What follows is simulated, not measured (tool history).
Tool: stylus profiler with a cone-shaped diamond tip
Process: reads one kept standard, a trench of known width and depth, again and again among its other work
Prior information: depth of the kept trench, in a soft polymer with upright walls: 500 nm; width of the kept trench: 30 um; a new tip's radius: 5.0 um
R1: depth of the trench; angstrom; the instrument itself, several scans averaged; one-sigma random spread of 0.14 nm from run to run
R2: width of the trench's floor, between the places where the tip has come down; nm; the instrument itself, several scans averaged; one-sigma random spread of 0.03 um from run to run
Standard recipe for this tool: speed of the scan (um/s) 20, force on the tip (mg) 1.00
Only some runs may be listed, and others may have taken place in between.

Run 1, hour 0.0: usual settings. Result: R1 5033.3 angstrom, R2 25490 nm.
Run 2, hour 70.0: usual settings. Result: R1 5029.9 angstrom, R2 25540 nm.
Run 3, hour 162.8: usual settings. Result: R1 5029.5 angstrom, R2 25530 nm.
Run 4, hour 217.5: usual settings but speed of the scan (um/s) 59. Result: R1 5031.3 angstrom, R2 25480 nm.
Run 5, hour 318.2: usual settings but speed of the scan (um/s) 15. Result: R1 5033.2 angstrom, R2 25570 nm.
Run 6, hour 365.9: usual settings but speed of the scan (um/s) 15. Result: R1 5031.6 angstrom, R2 25570 nm.
Run 7, hour 453.5: usual settings but speed of the scan (um/s) 15. Result: R1 5026.6 angstrom, R2 25580 nm.
Run 8, hour 500.9: usual settings but speed of the scan (um/s) 15, force on the tip (mg) 0.66. Result: R1 5023.7 angstrom, R2 25540 nm.
Run 9, hour 608.6: usual settings but speed of the scan (um/s) 15, force on the tip (mg) 0.66. Result: R1 5027.7 angstrom, R2 25520 nm.
At hour 641.4: new tip fitted, height scale calibrated.
Run 10, hour 657.9: usual settings but speed of the scan (um/s) 17, force on the tip (mg) 0.77. Result: R1 5026.0 angstrom, R2 25590 nm.
Run 11, hour 737.0: usual settings but speed of the scan (um/s) 36, force on the tip (mg) 1.45. Result: R1 5042.0 angstrom, R2 25490 nm.
Run 12, hour 825.8: usual settings but speed of the scan (um/s) 36, force on the tip (mg) 1.45. Result: R1 5038.1 angstrom, R2 25480 nm.
Run 13, hour 900.9: usual settings but speed of the scan (um/s) 6, force on the tip (mg) 0.60. Result: R1 5023.1 angstrom, R2 25670 nm.
Run 14, hour 973.6: usual settings but speed of the scan (um/s) 76. Result: R1 5031.9 angstrom, R2 25350 nm.
Run 15, hour 1030.4: usual settings but speed of the scan (um/s) 6. Result: R1 5030.3 angstrom, R2 25590 nm.

5 options for the next run, each taken on its own from the tool as it stands now. Forecast them:
Run A, hour 1134.2: usual settings but speed of the scan (um/s) 22, force on the tip (mg) 0.98. Result: R1 ?, R2 ?.
Run B, hour 1134.2: usual settings but speed of the scan (um/s) 67, force on the tip (mg) 2.23. Result: R1 ?, R2 ?.
Run C, hour 1134.2: usual settings but speed of the scan (um/s) 19. Result: R1 ?, R2 ?.
Run D, hour 1134.2: usual settings but speed of the scan (um/s) 28. Result: R1 ?, R2 ?.
Run E, hour 1134.2: usual settings but speed of the scan (um/s) 12, force on the tip (mg) 0.50. Result: R1 ?, R2 ?.

run      R1     R2
  A  5029.5  25540
  B  5053.8  25440
  C  5031.9  25610
  D  5031.1  25510
  E  5020.7  25530
Without the tool's unlogged condition, the same runs would have read:
run      R1     R2
  A  5029.6  25550
  B  5053.9  25450
  C  5032.0  25620
  D  5031.2  25520
  E  5020.8  25540

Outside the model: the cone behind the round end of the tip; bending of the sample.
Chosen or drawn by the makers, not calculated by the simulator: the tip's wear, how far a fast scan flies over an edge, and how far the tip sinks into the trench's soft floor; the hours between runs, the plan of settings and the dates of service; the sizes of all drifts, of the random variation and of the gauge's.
